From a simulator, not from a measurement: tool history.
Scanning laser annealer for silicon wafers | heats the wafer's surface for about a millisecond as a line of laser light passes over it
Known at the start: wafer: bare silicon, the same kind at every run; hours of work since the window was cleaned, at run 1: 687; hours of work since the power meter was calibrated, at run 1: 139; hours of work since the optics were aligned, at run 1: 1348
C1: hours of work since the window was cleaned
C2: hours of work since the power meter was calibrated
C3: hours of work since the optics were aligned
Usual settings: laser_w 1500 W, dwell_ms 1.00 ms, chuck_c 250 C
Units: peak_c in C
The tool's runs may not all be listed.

run 1 hour=0.0 | laser_w=1500 dwell_ms=1.00 chuck_c=250 | C1=687 C2=139 C3=1348 | peak_c=1003
run 2 hour=30.5 | laser_w=1500 dwell_ms=1.00 chuck_c=250 | C1=702 C2=154 C3=1362 | peak_c=1005
run 3 hour=76.4 | laser_w=1500 dwell_ms=1.00 chuck_c=230 | C1=723 C2=176 C3=1384 | peak_c=984
run 4 hour=124.4 | laser_w=1500 dwell_ms=1.00 chuck_c=230 | C1=746 C2=199 C3=1407 | peak_c=984
run 5 hour=177.6 | laser_w=1500 dwell_ms=1.00 chuck_c=230 | C1=772 C2=224 C3=1433 | peak_c=982
run 6 hour=220.5 | laser_w=1500 dwell_ms=1.00 chuck_c=230 | C1=792 C2=245 C3=1453 | peak_c=979
run 7 hour=253.8 | laser_w=1500 dwell_ms=1.00 chuck_c=250 | C1=808 C2=261 C3=1469 | peak_c=1005
run 8 hour=292.6 | laser_w=1500 dwell_ms=1.00 chuck_c=250 | C1=827 C2=279 C3=1488 | peak_c=997
-- hour=341.5 optics aligned, line set to its width
run 9 hour=342.4 | laser_w=1500 dwell_ms=1.00 chuck_c=250 | C1=848 C2=301 C3=0 | peak_c=1015
run 10 hour=390.0 | laser_w=1500 dwell_ms=0.83 chuck_c=250 | C1=871 C2=323 C3=23 | peak_c=934
run 11 hour=426.8 | laser_w=1500 dwell_ms=0.83 chuck_c=250 | C1=889 C2=341 C3=41 | peak_c=932
run 12 hour=460.0 | laser_w=1500 dwell_ms=1.00 chuck_c=224 | C1=904 C2=357 C3=57 | peak_c=987
-- hour=479.1 window over the wafer cleaned
run 13 hour=498.2 | laser_w=1500 dwell_ms=1.00 chuck_c=224 | C1=9 C2=374 C3=74 | peak_c=1020
-- hour=505.5 laser's power meter calibrated
run 14 hour=524.6 | laser_w=1500 dwell_ms=1.00 chuck_c=224 | C1=20 C2=9 C3=85 | peak_c=1020
run 15 hour=558.1 | laser_w=1636 dwell_ms=0.86 chuck_c=270 | C1=36 C2=25 C3=101 | peak_c=1076
run 16 hour=595.3 | laser_w=1599 dwell_ms=0.86 chuck_c=287 | C1=54 C2=43 C3=119 | peak_c=1069
run 17 hour=640.3 | laser_w=1380 dwell_ms=0.78 chuck_c=228 | C1=76 C2=64 C3=140 | peak_c=848
run 18 hour=674.4 | laser_w=1500 dwell_ms=0.88 chuck_c=250 | C1=92 C2=81 C3=157 | peak_c=983
run 19 hour=725.0 | laser_w=1500 dwell_ms=0.88 chuck_c=250 | C1=116 C2=105 C3=181 | peak_c=987
run 20 hour=770.4 | laser_w=1500 dwell_ms=0.88 chuck_c=250 | C1=138 C2=127 C3=203 | peak_c=981
run 21 hour=795.7 | laser_w=1500 dwell_ms=0.88 chuck_c=250 | C1=150 C2=139 C3=215 | peak_c=981
-- hour=818.3 laser's power meter calibrated, once more
run 22 hour=822.2 | laser_w=1500 dwell_ms=0.88 chuck_c=250 | C1=161 C2=2 C3=226 | peak_c=979
run 23 hour=862.2 | laser_w=1500 dwell_ms=0.88 chuck_c=250 | C1=180 C2=21 C3=245 | peak_c=981
run 24 hour=903.8 | laser_w=1302 dwell_ms=1.00 chuck_c=241 | C1=200 C2=41 C3=265 | peak_c=909
run 25 hour=947.6 | laser_w=1329 dwell_ms=1.00 chuck_c=275 | C1=221 C2=62 C3=286 | peak_c=956
run 26 hour=984.9 | laser_w=1525 dwell_ms=0.78 chuck_c=254 | C1=239 C2=80 C3=304 | peak_c=946
run 27 hour=1023.3 | laser_w=1560 dwell_ms=1.07 chuck_c=262 | C1=257 C2=98 C3=322 | peak_c=1115
run 28 hour=1054.5 | laser_w=1278 dwell_ms=1.08 chuck_c=215 | C1=272 C2=113 C3=337 | peak_c=896

Hidden state at the last listed run before each entry between runs and at the first one after, where it differs:
Between runs 8 and 9: optics aligned, line set to its width (hour 341.5)
  light that passes the window, % of a clean one's: 96.65 -> 96.56; laser's true power over the reading, %: 0.03 -> 0.04; width of the line over the set one, %: 3.8 -> 0.13
  measured less the result without the state, peak_c: -48 -> -32 C
Between runs 12 and 13: window over the wafer cleaned (hour 479.1)
  light that passes the window, % of a clean one's: 96.33 -> 99.91; laser's true power over the reading, %: 0.07 -> 0.08; width of the line over the set one, %: 0.27 -> 0.31
  measured less the result without the state, peak_c: -34 -> -1 C
Between runs 13 and 14: laser's power meter calibrated (hour 505.5)
  light that passes the window, % of a clean one's: 99.91 -> 99.86; laser's true power over the reading, %: 0.08 -> 0.14; width of the line over the set one, %: 0.31 -> 0.33
  measured less the result without the state, peak_c: -1 -> -1 C
Between runs 21 and 22: laser's power meter calibrated, once more (hour 818.3)
  light that passes the window, % of a clean one's: 99.31 -> 99.27; laser's true power over the reading, %: 0.22 -> 0.12; width of the line over the set one, %: 0.64 -> 0.67
  measured less the result without the state, peak_c: -7 -> -8 C
